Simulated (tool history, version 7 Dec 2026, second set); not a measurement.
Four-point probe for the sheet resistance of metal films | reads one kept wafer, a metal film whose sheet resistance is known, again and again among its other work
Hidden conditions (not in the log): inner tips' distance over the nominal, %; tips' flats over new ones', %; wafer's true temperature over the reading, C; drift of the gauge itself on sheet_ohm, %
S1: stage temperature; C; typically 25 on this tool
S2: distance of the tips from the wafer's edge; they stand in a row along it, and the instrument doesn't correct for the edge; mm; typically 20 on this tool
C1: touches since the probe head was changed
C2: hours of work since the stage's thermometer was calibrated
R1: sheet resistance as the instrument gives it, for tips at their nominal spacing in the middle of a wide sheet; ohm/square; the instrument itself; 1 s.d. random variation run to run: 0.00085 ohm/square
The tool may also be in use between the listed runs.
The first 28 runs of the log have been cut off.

{"run": 29, "hour": 670.2, "S1": 25, "S2": 11, "C1": 53673, "C2": 110, "R1": 4.245631}
{"run": 30, "hour": 701.5, "S1": 25, "S2": 47, "C1": 54979, "C2": 132, "R1": 4.218525}
{"run": 31, "hour": 728.5, "S1": 24, "S2": 7, "C1": 56106, "C2": 151, "R1": 4.293126}
{"run": 32, "hour": 741.3, "S1": 18, "S2": 41, "C1": 56641, "C2": 160, "R1": 4.238679}
{"run": 33, "hour": 758.8, "S1": 18, "S2": 41, "C1": 57372, "C2": 173, "R1": 4.239243}
{"run": 34, "hour": 778.4, "S1": 18, "S2": 41, "C1": 58193, "C2": 187, "R1": 4.239226}
{"run": 35, "hour": 804.1, "S1": 20, "S2": 26, "C1": 59264, "C2": 205, "R1": 4.235339}
{"run": 36, "hour": 822.2, "S1": 20, "S2": 26, "C1": 60020, "C2": 218, "R1": 4.236553}
{"run": 37, "hour": 842.1, "S1": 30, "S2": 53, "C1": 60851, "C2": 232, "R1": 4.201578}
{"run": 38, "hour": 866.4, "S1": 28, "S2": 53, "C1": 61867, "C2": 249, "R1": 4.206947}
{"run": 39, "hour": 883.8, "S1": 19, "S2": 20, "C1": 62593, "C2": 261, "R1": 4.241133}
{"run": 40, "hour": 910.4, "S1": 20, "S2": 4, "C1": 63705, "C2": 280, "R1": 4.443955}
{"run": 41, "hour": 923.9, "S1": 27, "S2": 6, "C1": 64271, "C2": 290, "R1": 4.305734}
{"run": 42, "hour": 937.7, "S1": 27, "S2": 6, "C1": 64847, "C2": 300, "R1": 4.306459}
{"run": 43, "hour": 950.8, "S1": 25, "S2": 4, "C1": 65394, "C2": 309, "R1": 4.428679}
{"run": 44, "hour": 975.9, "S1": 35, "S2": 3, "C1": 66441, "C2": 327, "R1": 4.547204}
{"run": 45, "hour": 995.2, "S1": 27, "S2": 11, "C1": 67250, "C2": 340, "R1": 4.235917}

Below are 3 alternative next runs, each starting from the tool's condition after run 45. Predict each:
{"run": "A", "hour": 1018.4, "S1": 28, "S2": 23, "C1": 68216, "C2": 357, "R1": "?"}
{"run": "B", "hour": 1018.4, "S1": 32, "S2": 3, "C1": 68216, "C2": 357, "R1": "?"}
{"run": "C", "hour": 1018.4, "S1": 28, "S2": 19, "C1": 68216, "C2": 357, "R1": "?"}

run=A R1=4.208807
run=B R1=4.554539
run=C R1=4.212728
What these runs would have given with no unlogged condition in the tool:
run=A R1=4.245763
run=B R1=4.594233
run=C R1=4.249716

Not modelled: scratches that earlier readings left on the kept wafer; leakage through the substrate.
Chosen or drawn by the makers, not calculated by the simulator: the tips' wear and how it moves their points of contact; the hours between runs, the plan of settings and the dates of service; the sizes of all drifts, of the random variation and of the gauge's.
